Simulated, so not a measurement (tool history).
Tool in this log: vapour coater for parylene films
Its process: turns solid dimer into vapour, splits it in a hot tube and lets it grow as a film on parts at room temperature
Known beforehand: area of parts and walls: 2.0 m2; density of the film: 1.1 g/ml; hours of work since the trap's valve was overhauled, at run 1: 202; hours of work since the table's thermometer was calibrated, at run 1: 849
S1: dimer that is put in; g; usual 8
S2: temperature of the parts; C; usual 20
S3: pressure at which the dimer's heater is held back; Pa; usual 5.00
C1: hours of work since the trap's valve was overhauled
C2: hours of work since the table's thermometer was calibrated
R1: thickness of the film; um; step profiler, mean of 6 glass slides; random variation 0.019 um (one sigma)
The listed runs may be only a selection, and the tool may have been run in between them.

Run 1, hour 0.0: usual settings; C1 202; C2 849. Result: R1 2.10 um.
Run 2, hour 61.2: usual settings; C1 255; C2 902. Result: R1 2.04 um.
Run 3, hour 103.4: usual settings but S1 3 g; C1 291; C2 938. Result: R1 0.76 um.
Run 4, hour 145.0: usual settings but S1 3 g, S3 3.68 Pa; C1 327; C2 974. Result: R1 0.77 um.
At hour 193.8: trap's valve overhauled.
Run 5, hour 210.4: usual settings but S1 3 g, S3 3.68 Pa; C1 14; C2 1027. Result: R1 0.89 um.
Run 6, hour 286.2: usual settings; C1 80; C2 1093. Result: R1 2.22 um.
Run 7, hour 327.4: usual settings but S2 21 C; C1 115; C2 1128. Result: R1 2.14 um.
Run 8, hour 404.0: usual settings but S2 21 C; C1 181; C2 1194. Result: R1 2.10 um.
Run 9, hour 480.6: usual settings but S2 21 C; C1 247; C2 1260. Result: R1 1.99 um.
Run 10, hour 530.0: usual settings but S2 14 C, S3 11.35 Pa; C1 290; C2 1303. Result: R1 2.14 um.
Run 11, hour 585.3: usual settings but S1 3 g; C1 338; C2 1351. Result: R1 0.79 um.
At hour 621.5: trap's valve overhauled.
Run 12, hour 621.8: usual settings but S2 26 C, S3 4.95 Pa; C1 0; C2 1379. Result: R1 2.00 um.
Run 13, hour 654.9: usual settings but S2 17 C, S3 4.95 Pa; C1 29; C2 1407. Result: R1 2.49 um.
Run 14, hour 686.6: usual settings but S1 7 g, S2 17 C, S3 4.95 Pa; C1 56; C2 1435. Result: R1 2.09 um.
Run 15, hour 720.0: usual settings but S2 14 C, S3 11.71 Pa; C1 85; C2 1464. Result: R1 2.33 um.
Run 16, hour 785.7: usual settings but S2 14 C, S3 11.71 Pa; C1 142; C2 1520. Result: R1 2.28 um.
At hour 808.6: table's thermometer calibrated.
Run 17, hour 845.1: usual settings but S1 11 g, S2 27 C, S3 11.56 Pa; C1 192; C2 31. Result: R1 2.22 um.

Results for each run, recomputed without the tool's hidden state and with each run's random variation untouched:
Hidden state present: vapour lost through the trap's worn valve, %; true temperature of the parts over the reading, C; drift of the gauge itself on film_um, %.
run    R1
  1  2.26
  2  2.25
  3  0.85
  4  0.88
  5  0.88
  6  2.26
  7  2.20
  8  2.22
  9  2.16
 10  2.36
 11  0.88
 12  1.97
 13  2.46
 14  2.09
 15  2.36
 16  2.35
 17  2.39

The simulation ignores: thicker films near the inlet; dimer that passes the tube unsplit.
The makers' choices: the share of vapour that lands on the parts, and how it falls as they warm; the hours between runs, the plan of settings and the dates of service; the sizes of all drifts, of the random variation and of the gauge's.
